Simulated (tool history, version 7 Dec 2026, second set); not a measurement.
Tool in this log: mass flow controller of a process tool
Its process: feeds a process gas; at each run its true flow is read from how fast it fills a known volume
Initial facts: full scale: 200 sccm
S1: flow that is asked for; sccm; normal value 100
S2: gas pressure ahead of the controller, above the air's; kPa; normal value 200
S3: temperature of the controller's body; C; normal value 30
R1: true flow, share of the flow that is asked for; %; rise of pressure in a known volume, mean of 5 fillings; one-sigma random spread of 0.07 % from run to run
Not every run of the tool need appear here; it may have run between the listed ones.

run     hour   S1   S2  S3     R1
  1      0.0  100  200  30  95.92
  2    282.9  100  200  30  95.74
  3    792.1  100  200  30  95.69
  4   1307.4  100  200  30  95.63
  5   1819.3  100  200  30  95.47
  6   2186.8  100  200  30  95.34
  7   2577.5  100  200  30  95.27
      2829.0  -- controller's zero set anew
  8   2916.2   41  200  30  96.53
  9   3428.9   41  200  30  96.27
 10   4005.1   27  200  30  95.87
 11   4462.2   27  200  30  95.45
 12   4820.5   27  200  30  95.24
 13   5252.4  100  200  27  96.73
 14   5670.7  100  200  27  96.56
 15   6187.9  100  200  27  96.50
 16   6666.8   27  167  30  94.06
 17   7014.9  173  256  25  97.48
 18   7559.8   20  147  23  93.17
 19   7884.0   37  146  23  94.78
 20   8376.2   63  271  39  94.28
 21   8913.8  121  200  22  96.61
 22   9322.1   43  230  35  93.59
 23   9649.7  187  256  33  96.38
 24   9918.0  187  256  33  96.31
 25  10439.3   26  256  33  91.63
 26  10957.4  100  200  24  95.78
 27  11493.3  127  160  24  95.93
 28  11935.2  141  161  22  96.11
 29  12460.8  106  149  40  93.81

Predict each of these 4 candidate next runs independently; none follows another, all start after run 29:
  A  12923.4  76  227  34   ?
  B  12923.4  25  199  28   ?
  C  12923.4  35  215  23   ?
  D  12923.4  33  185  27   ?

run     R1
  A  93.75
  B  90.07
  C  92.30
  D  91.54
Had the tool no hidden state, the same runs would have come out as:
run     R1
  A  98.44
  B  98.69
  C  99.24
  D  98.74
